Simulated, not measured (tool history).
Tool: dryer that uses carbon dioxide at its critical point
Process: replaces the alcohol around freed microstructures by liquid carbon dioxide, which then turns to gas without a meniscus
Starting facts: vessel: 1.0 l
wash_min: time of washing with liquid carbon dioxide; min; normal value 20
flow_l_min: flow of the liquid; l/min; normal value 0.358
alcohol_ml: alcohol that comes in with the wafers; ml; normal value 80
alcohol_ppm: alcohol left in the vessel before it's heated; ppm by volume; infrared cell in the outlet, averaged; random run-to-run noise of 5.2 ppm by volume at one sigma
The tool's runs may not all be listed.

| run | hour | wash_min | flow_l_min | alcohol_ml | alcohol_ppm |
|---|---|---|---|---|---|
| 1 | 0.0 | 20 | 0.358 | 80 | 221 |
| 2 | 36.0 | 20 | 0.358 | 80 | 228 |
| 3 | 83.5 | 20 | 0.358 | 80 | 250 |
| 4 | 136.7 | 20 | 0.358 | 80 | 253 |
| 5 | 160.4 | 18 | 0.358 | 80 | 373 |
| 6 | 201.2 | 18 | 0.358 | 80 | 385 |
| 7 | 227.7 | 18 | 0.358 | 80 | 394 |
| 8 | 251.6 | 20 | 0.586 | 80 | 151 |
| 9 | 301.9 | 20 | 0.586 | 80 | 151 |
| 10 | 326.2 | 17 | 0.358 | 80 | 536 |
|  | 344.5 | inlet filter changed |
| 11 | 371.1 | 17 | 0.358 | 80 | 423 |
| 12 | 418.0 | 20 | 0.358 | 80 | 272 |
| 13 | 464.1 | 27 | 0.358 | 80 | 179 |
| 14 | 487.8 | 27 | 0.358 | 80 | 180 |
| 15 | 540.5 | 27 | 0.358 | 80 | 188 |
| 16 | 591.5 | 27 | 0.358 | 80 | 198 |
| 17 | 628.6 | 27 | 0.358 | 80 | 196 |
| 18 | 681.7 | 20 | 0.358 | 80 | 337 |
| 19 | 728.1 | 20 | 0.358 | 80 | 336 |
| 20 | 774.9 | 20 | 0.358 | 80 | 360 |
|  | 787.2 | inlet filter changed |
| 21 | 804.5 | 22 | 0.334 | 66 | 280 |
| 22 | 840.9 | 13 | 0.471 | 21 | 278 |
| 23 | 895.6 | 27 | 0.341 | 51 | 226 |
| 24 | 924.3 | 27 | 0.410 | 21 | 222 |
| 25 | 971.9 | 20 | 0.358 | 78 | 351 |
| 26 | 1023.3 | 20 | 0.467 | 30 | 240 |
| 27 | 1055.3 | 20 | 0.273 | 80 | 835 |
| 28 | 1079.2 | 20 | 0.231 | 80 | 1497 |
| 29 | 1103.0 | 20 | 0.231 | 80 | 1579 |
| 30 | 1125.5 | 20 | 0.248 | 96 | 1404 |

What will run 31 give?
| 31 | 1166.7 | 20 | 0.248 | 96 | ? |

Run 31 yielded alcohol_ppm 1462 ppm by volume.
The same run, on a tool lacking any hidden state, would have yielded alcohol_ppm 941 ppm by volume.
